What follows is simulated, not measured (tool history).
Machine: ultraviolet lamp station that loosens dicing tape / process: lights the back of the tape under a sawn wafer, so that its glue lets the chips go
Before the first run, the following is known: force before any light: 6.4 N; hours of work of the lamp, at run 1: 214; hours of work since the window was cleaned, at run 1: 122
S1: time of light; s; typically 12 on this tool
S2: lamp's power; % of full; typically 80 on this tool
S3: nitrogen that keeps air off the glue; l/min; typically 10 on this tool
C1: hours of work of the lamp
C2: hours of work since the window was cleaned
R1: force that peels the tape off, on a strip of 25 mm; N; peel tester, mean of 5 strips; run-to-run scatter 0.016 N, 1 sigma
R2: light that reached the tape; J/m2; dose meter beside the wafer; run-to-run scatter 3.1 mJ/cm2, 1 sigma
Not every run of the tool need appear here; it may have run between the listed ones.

run,hour,S1,S2,S3,C1,C2,R1,R2
1,0,12,80,10,214,122,0.94,4170
2,12.2,12,80,10,221,128,0.938,4140
3,24.9,12,80,10,227,135,1.005,4130
4,38.8,12,80,10,234,142,0.992,4060
5,53.3,12,80,10,242,150,0.969,4080
6,64.1,12,80,10,248,155,0.981,4090
7,76.9,12,80,10,254,162,1.055,4030
8,89.2,12,80,10,261,168,1.044,4040
9,100.3,12,80,10,266,174,0.992,3970
10,113.1,12,80,14,273,181,0.788,3990
11,127.4,12,80,12,281,188,0.929,4000
12,134.7,12,80,12,284,192,0.936,3980
13,147.5,12,80,12,291,198,0.922,3970
14,162.5,12,80,12,299,206,0.943,3920
15,177.1,12,80,4,306,214,1.924,3880
16,185.3,9,62,19,311,218,1.76,2260
17,195.3,9,62,19,316,223,1.797,2210
18,204,9,62,19,320,228,1.766,2210
19,212.9,8,79,7,325,232,2.352,2500
20,226.2,12,85,4,332,239,1.762,4050
21,236.5,12,85,4,337,245,1.715,4040
22,250.8,12,86,10,345,252,1.006,4060
23,263.1,12,86,10,351,259,1.027,3990
24,274.9,12,98,4,357,265,1.548,4560
25,290.2,9,72,19,365,273,1.504,2500
26,297.2,8,71,10,369,276,2.297,2170
27,308.3,20,80,10,374,282,0.421,6120
28,321.9,12,80,19,382,289,0.804,3650
29,328.5,18,63,13,385,293,0.782,4290

Branching from run 29: 3 alternative next runs. What would each branch give?
A,338.3,9,71,13,390,298,?,?
B,338.3,18,63,10,390,298,?,?
C,338.3,22,65,14,390,298,?,?

run,R1,R2
A,1.839,2420
B,0.905,4320
C,0.433,5310
With no hidden state in the tool, these same runs would have given:
run,R1,R2
A,1.291,3130
B,0.539,5580
C,0.238,6870
